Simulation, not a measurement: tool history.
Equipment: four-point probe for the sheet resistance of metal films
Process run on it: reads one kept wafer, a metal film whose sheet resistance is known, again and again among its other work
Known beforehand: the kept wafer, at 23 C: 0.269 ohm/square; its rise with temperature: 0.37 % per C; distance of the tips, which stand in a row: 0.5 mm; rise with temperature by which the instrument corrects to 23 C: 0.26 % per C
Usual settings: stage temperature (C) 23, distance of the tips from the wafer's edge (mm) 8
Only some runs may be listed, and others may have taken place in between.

| run | hour | stage temperature (C) | distance of the tips from the wafer's edge (mm) | sheet resistance as the instrument gives it (ohm/square) |
|---|---|---|---|---|
| 1 | 0 | 23 | 8 | 0.26916 |
| 2 | 21.1 | 23 | 8 | 0.269188 |
| 3 | 47.2 | 23 | 8 | 0.2692 |
| 4 | 71.6 | 23 | 8 | 0.2692 |
| 5 | 85.8 | 23 | 8 | 0.269154 |
| 6 | 99.6 | 23 | 8 | 0.269157 |
| 7 | 112.8 | 23 | 28 | 0.268676 |
| 8 | 124.4 | 23 | 28 | 0.268673 |
| 9 | 149 | 23 | 28 | 0.268602 |
| 10 | 171.8 | 23 | 28 | 0.268568 |
| 11 | 185.4 | 23 | 8 | 0.269064 |
| 12 | 200.7 | 23 | 7 | 0.26924 |
| 13 | 212.1 | 23 | 7 | 0.269244 |
| 14 | 232.7 | 20 | 8 | 0.268205 |
| 15 | 250.7 | 20 | 8 | 0.268096 |
| 16 | 264.3 | 23 | 8 | 0.269043 |
| 17 | 289.8 | 23 | 8 | 0.269016 |
| 18 | 311.8 | 23 | 8 | 0.268953 |
| 19 | 330.1 | 23 | 8 | 0.268996 |
| 20 | 346.2 | 24 | 8 | 0.269253 |
| 21 | 368.3 | 25 | 7 | 0.269655 |
| 22 | 392.6 | 25 | 7 | 0.269665 |
| 23 | 416.6 | 26 | 13 | 0.269474 |
|  | 418.8 | stage's thermometer calibrated |
| 24 | 441.8 | 22 | 10 | 0.268621 |
| 25 | 460.8 | 22 | 10 | 0.26867 |
| 26 | 474.4 | 24 | 10 | 0.26925 |
| 27 | 486.4 | 32 | 18 | 0.271169 |
| 28 | 507.4 | 23 | 56 | 0.268566 |
| 29 | 528 | 29 | 21 | 0.270269 |
| 30 | 543 | 29 | 21 | 0.27036 |
| 31 | 557.3 | 18 | 31 | 0.267023 |
|  | 566.3 | stage's thermometer calibrated, once more |
| 32 | 577.6 | 18 | 31 | 0.266439 |
| 33 | 591.2 | 25 | 51 | 0.268514 |
| 34 | 604.5 | 25 | 51 | 0.268452 |
| 35 | 629.5 | 34 | 9 | 0.271454 |

Pick out some run-to-run changes in sheet resistance as the instrument gives it (ohm/square). Of each, how much would a tool without hidden state show as well, from the settings, what came in and chance, and how much is left for the hidden state and any gauge scatter not in both results compared?
Unlogged tool condition in this case: inner tips' distance over the nominal, %; tips' flats over new ones', %; wafer's true temperature over the reading, C; drift of the gauge itself on sheet_ohm, %.
Run 23 -> 24: stage temperature (C) 26 -> 22, distance of the tips from the wafer's edge (mm) 13 -> 10, stage's thermometer calibrated. sheet resistance as the instrument gives it (ohm/square) -0.000853: hidden state +0.00021, all else -0.001063.
Run 27 -> 28: stage temperature (C) 32 -> 23, distance of the tips from the wafer's edge (mm) 18 -> 56. sheet resistance as the instrument gives it (ohm/square) -0.002603: hidden state +0.000009, all else -0.002612.
Run 28 -> 29: stage temperature (C) 23 -> 29, distance of the tips from the wafer's edge (mm) 56 -> 21. sheet resistance as the instrument gives it (ohm/square) +0.001703: hidden state -0.00003, all else +0.001733.
Run 30 -> 31: stage temperature (C) 29 -> 18, distance of the tips from the wafer's edge (mm) 21 -> 31. sheet resistance as the instrument gives it (ohm/square) -0.003337: hidden state +0.000021, all else -0.003358.
Run 31 -> 32: stage's thermometer calibrated, once more. sheet resistance as the instrument gives it (ohm/square) -0.000584: hidden state -0.00062, all else +0.000036.
Run 34 -> 35: stage temperature (C) 25 -> 34, distance of the tips from the wafer's edge (mm) 51 -> 9. sheet resistance as the instrument gives it (ohm/square) +0.003002: hidden state -0.000027, all else +0.003029.

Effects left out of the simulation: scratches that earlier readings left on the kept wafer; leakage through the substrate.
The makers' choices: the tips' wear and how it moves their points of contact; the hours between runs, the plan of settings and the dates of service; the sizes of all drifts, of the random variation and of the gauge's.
